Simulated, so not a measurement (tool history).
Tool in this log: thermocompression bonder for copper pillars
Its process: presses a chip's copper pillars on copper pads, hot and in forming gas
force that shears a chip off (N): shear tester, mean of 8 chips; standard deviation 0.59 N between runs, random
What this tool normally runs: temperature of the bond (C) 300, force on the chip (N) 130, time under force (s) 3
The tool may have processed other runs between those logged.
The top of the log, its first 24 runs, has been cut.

run,day,temperature of the bond (C),force on the chip (N),time under force (s),hours of work since the heater was calibrated,hours of work since the force cell was calibrated,hours of work since the gas filter was changed,force that shears a chip off (N)
25,10.142,306,81,4,367,413,70,113.1
26,10.779,288,130,3,378,424,81,106.2
27,11.421,318,138,3,389,435,92,130.5
28,11.725,292,91,3,395,440,98,96.6
# day 12.146: forming gas filter changed
29,12.183,292,91,3,402,448,1,97.1
30,12.738,318,192,5,412,457,10,149.1
31,13.112,296,113,8,418,464,17,134.8
32,13.479,317,141,3,425,470,23,133.1
33,14.112,317,141,3,436,481,34,132.1
34,14.604,300,160,3,444,489,43,124.2
35,14.946,324,111,3,450,495,48,129.1
36,15.504,326,111,3,460,505,58,130.9
37,16.075,300,89,3,470,515,68,103.2
38,16.554,310,134,6,478,523,76,140.1
39,17.204,294,130,9,489,534,87,138.1

What if the next run were any one of these 5? Each begins from the tool's condition after run 39:
A,17.712,300,130,2,498,543,96,?
B,17.712,294,130,8,498,543,96,?
C,17.712,277,92,6,498,543,96,?
D,17.712,294,187,9,498,543,96,?
E,17.712,294,87,9,498,543,96,?

run,force that shears a chip off (N)
A,106.1
B,134.9
C,104.0
D,144.2
E,126.6
Without the tool's hidden state the same runs would have given:
run,force that shears a chip off (N)
A,106.8
B,136.5
C,104.4
D,146.4
E,127.8

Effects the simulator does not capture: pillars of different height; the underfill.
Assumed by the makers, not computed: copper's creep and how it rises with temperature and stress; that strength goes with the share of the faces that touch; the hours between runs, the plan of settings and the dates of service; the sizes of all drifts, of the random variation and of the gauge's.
